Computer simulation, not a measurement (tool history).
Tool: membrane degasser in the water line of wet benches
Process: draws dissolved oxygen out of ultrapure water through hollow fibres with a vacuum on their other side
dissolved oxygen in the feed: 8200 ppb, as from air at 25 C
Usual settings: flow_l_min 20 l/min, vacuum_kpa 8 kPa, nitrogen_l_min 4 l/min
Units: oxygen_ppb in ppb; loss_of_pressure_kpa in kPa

{"run": 1, "hour": 0.0, "flow_l_min": 20, "vacuum_kpa": 8, "nitrogen_l_min": 4, "oxygen_ppb": 60.1, "loss_of_pressure_kpa": 60.87}
{"run": 2, "hour": 50.2, "flow_l_min": 20, "vacuum_kpa": 8, "nitrogen_l_min": 4, "oxygen_ppb": 60.4, "loss_of_pressure_kpa": 60.94}
{"run": 3, "hour": 82.8, "flow_l_min": 20, "vacuum_kpa": 8, "nitrogen_l_min": 4, "oxygen_ppb": 59.1, "loss_of_pressure_kpa": 60.52}
{"run": 4, "hour": 117.1, "flow_l_min": 20, "vacuum_kpa": 8, "nitrogen_l_min": 4, "oxygen_ppb": 59.9, "loss_of_pressure_kpa": 60.85}
{"run": 5, "hour": 151.3, "flow_l_min": 20, "vacuum_kpa": 8, "nitrogen_l_min": 4, "oxygen_ppb": 60.5, "loss_of_pressure_kpa": 60.75}
{"run": 6, "hour": 185.3, "flow_l_min": 20, "vacuum_kpa": 19.07, "nitrogen_l_min": 4, "oxygen_ppb": 191.9, "loss_of_pressure_kpa": 60.39}
{"run": 7, "hour": 251.9, "flow_l_min": 20, "vacuum_kpa": 19.07, "nitrogen_l_min": 4, "oxygen_ppb": 189.4, "loss_of_pressure_kpa": 60.54}
{"run": 8, "hour": 287.8, "flow_l_min": 20, "vacuum_kpa": 8, "nitrogen_l_min": 4, "oxygen_ppb": 60.7, "loss_of_pressure_kpa": 60.49}
{"run": 9, "hour": 320.7, "flow_l_min": 20, "vacuum_kpa": 8, "nitrogen_l_min": 4, "oxygen_ppb": 59.9, "loss_of_pressure_kpa": 60.44}
{"run": 10, "hour": 388.4, "flow_l_min": 31, "vacuum_kpa": 8, "nitrogen_l_min": 4, "oxygen_ppb": 97.8, "loss_of_pressure_kpa": 93.51}
{"run": 11, "hour": 432.7, "flow_l_min": 20, "vacuum_kpa": 8, "nitrogen_l_min": 4, "oxygen_ppb": 59.3, "loss_of_pressure_kpa": 60.15}
{"run": 12, "hour": 468.7, "flow_l_min": 20, "vacuum_kpa": 8, "nitrogen_l_min": 4, "oxygen_ppb": 59.8, "loss_of_pressure_kpa": 60.39}
{"run": 13, "hour": 509.9, "flow_l_min": 20, "vacuum_kpa": 8, "nitrogen_l_min": 4, "oxygen_ppb": 60, "loss_of_pressure_kpa": 60.28}
{"run": 14, "hour": 582.4, "flow_l_min": 20, "vacuum_kpa": 8, "nitrogen_l_min": 4, "oxygen_ppb": 59.9, "loss_of_pressure_kpa": 60.59}
{"run": 15, "hour": 627.4, "flow_l_min": 20, "vacuum_kpa": 8, "nitrogen_l_min": 1.97, "oxygen_ppb": 116.1, "loss_of_pressure_kpa": 59.93}
{"run": 16, "hour": 678.1, "flow_l_min": 20, "vacuum_kpa": 8, "nitrogen_l_min": 1.97, "oxygen_ppb": 115.6, "loss_of_pressure_kpa": 60.07}
{"run": 17, "hour": 713.8, "flow_l_min": 20, "vacuum_kpa": 13.55, "nitrogen_l_min": 4, "oxygen_ppb": 125.5, "loss_of_pressure_kpa": 59.78}
{"run": 18, "hour": 772.2, "flow_l_min": 13, "vacuum_kpa": 5.77, "nitrogen_l_min": 4, "oxygen_ppb": 20.5, "loss_of_pressure_kpa": 38.48}
{"run": 19, "hour": 809.7, "flow_l_min": 13, "vacuum_kpa": 5.77, "nitrogen_l_min": 4, "oxygen_ppb": 21.1, "loss_of_pressure_kpa": 38.77}
{"run": 20, "hour": 845.9, "flow_l_min": 13, "vacuum_kpa": 5.77, "nitrogen_l_min": 4, "oxygen_ppb": 20.9, "loss_of_pressure_kpa": 39.1}
{"run": 21, "hour": 880.8, "flow_l_min": 20, "vacuum_kpa": 8, "nitrogen_l_min": 11.53, "oxygen_ppb": 22.1, "loss_of_pressure_kpa": 59.87}
{"run": 22, "hour": 914.6, "flow_l_min": 20, "vacuum_kpa": 12.43, "nitrogen_l_min": 4.37, "oxygen_ppb": 102, "loss_of_pressure_kpa": 59.83}
{"run": 23, "hour": 972.0, "flow_l_min": 29, "vacuum_kpa": 14.09, "nitrogen_l_min": 4, "oxygen_ppb": 195, "loss_of_pressure_kpa": 86.6}
{"run": 24, "hour": 1010.0, "flow_l_min": 20, "vacuum_kpa": 13.17, "nitrogen_l_min": 4.73, "oxygen_ppb": 103.2, "loss_of_pressure_kpa": 59.84}
{"run": 25, "hour": 1075.8, "flow_l_min": 20, "vacuum_kpa": 13.17, "nitrogen_l_min": 4.73, "oxygen_ppb": 103.7, "loss_of_pressure_kpa": 59.81}
{"run": 26, "hour": 1122.4, "flow_l_min": 18, "vacuum_kpa": 18.05, "nitrogen_l_min": 4, "oxygen_ppb": 162.5, "loss_of_pressure_kpa": 53.43}
{"run": 27, "hour": 1167.1, "flow_l_min": 22, "vacuum_kpa": 6.54, "nitrogen_l_min": 4, "oxygen_ppb": 47.1, "loss_of_pressure_kpa": 65.15}
{"run": 28, "hour": 1232.6, "flow_l_min": 22, "vacuum_kpa": 6.16, "nitrogen_l_min": 8.62, "oxygen_ppb": 21.3, "loss_of_pressure_kpa": 65.22}
{"run": 29, "hour": 1284.4, "flow_l_min": 21, "vacuum_kpa": 19.2, "nitrogen_l_min": 3.14, "oxygen_ppb": 252.5, "loss_of_pressure_kpa": 62.08}
{"run": 30, "hour": 1334.2, "flow_l_min": 20, "vacuum_kpa": 15.07, "nitrogen_l_min": 4, "oxygen_ppb": 145.2, "loss_of_pressure_kpa": 59.48}
{"run": 31, "hour": 1372.2, "flow_l_min": 20, "vacuum_kpa": 15.07, "nitrogen_l_min": 4, "oxygen_ppb": 142.4, "loss_of_pressure_kpa": 59.13}
{"run": 32, "hour": 1422.2, "flow_l_min": 18, "vacuum_kpa": 20, "nitrogen_l_min": 5.89, "oxygen_ppb": 129, "loss_of_pressure_kpa": 53.03}
{"run": 33, "hour": 1492.3, "flow_l_min": 18, "vacuum_kpa": 10.69, "nitrogen_l_min": 8.1, "oxygen_ppb": 42, "loss_of_pressure_kpa": 53.22}

3 ways to go on from here, each from the tool as it stands after run 33. What would each give?
{"run": "A", "hour": 1532.2, "flow_l_min": 19, "vacuum_kpa": 14.92, "nitrogen_l_min": 5.17, "oxygen_ppb": "?", "loss_of_pressure_kpa": "?"}
{"run": "B", "hour": 1532.2, "flow_l_min": 23, "vacuum_kpa": 10.43, "nitrogen_l_min": 2.18, "oxygen_ppb": "?", "loss_of_pressure_kpa": "?"}
{"run": "C", "hour": 1532.2, "flow_l_min": 18, "vacuum_kpa": 10.69, "nitrogen_l_min": 10.22, "oxygen_ppb": "?", "loss_of_pressure_kpa": "?"}

run=A oxygen_ppb=106.3 loss_of_pressure_kpa=55.98
run=B oxygen_ppb=184 loss_of_pressure_kpa=68.15
run=C oxygen_ppb=33.3 loss_of_pressure_kpa=52.81
Without the tool's hidden state the same runs would have given:
run=A oxygen_ppb=106.3 loss_of_pressure_kpa=57.64
run=B oxygen_ppb=183.9 loss_of_pressure_kpa=70.17
run=C oxygen_ppb=33.2 loss_of_pressure_kpa=54.39
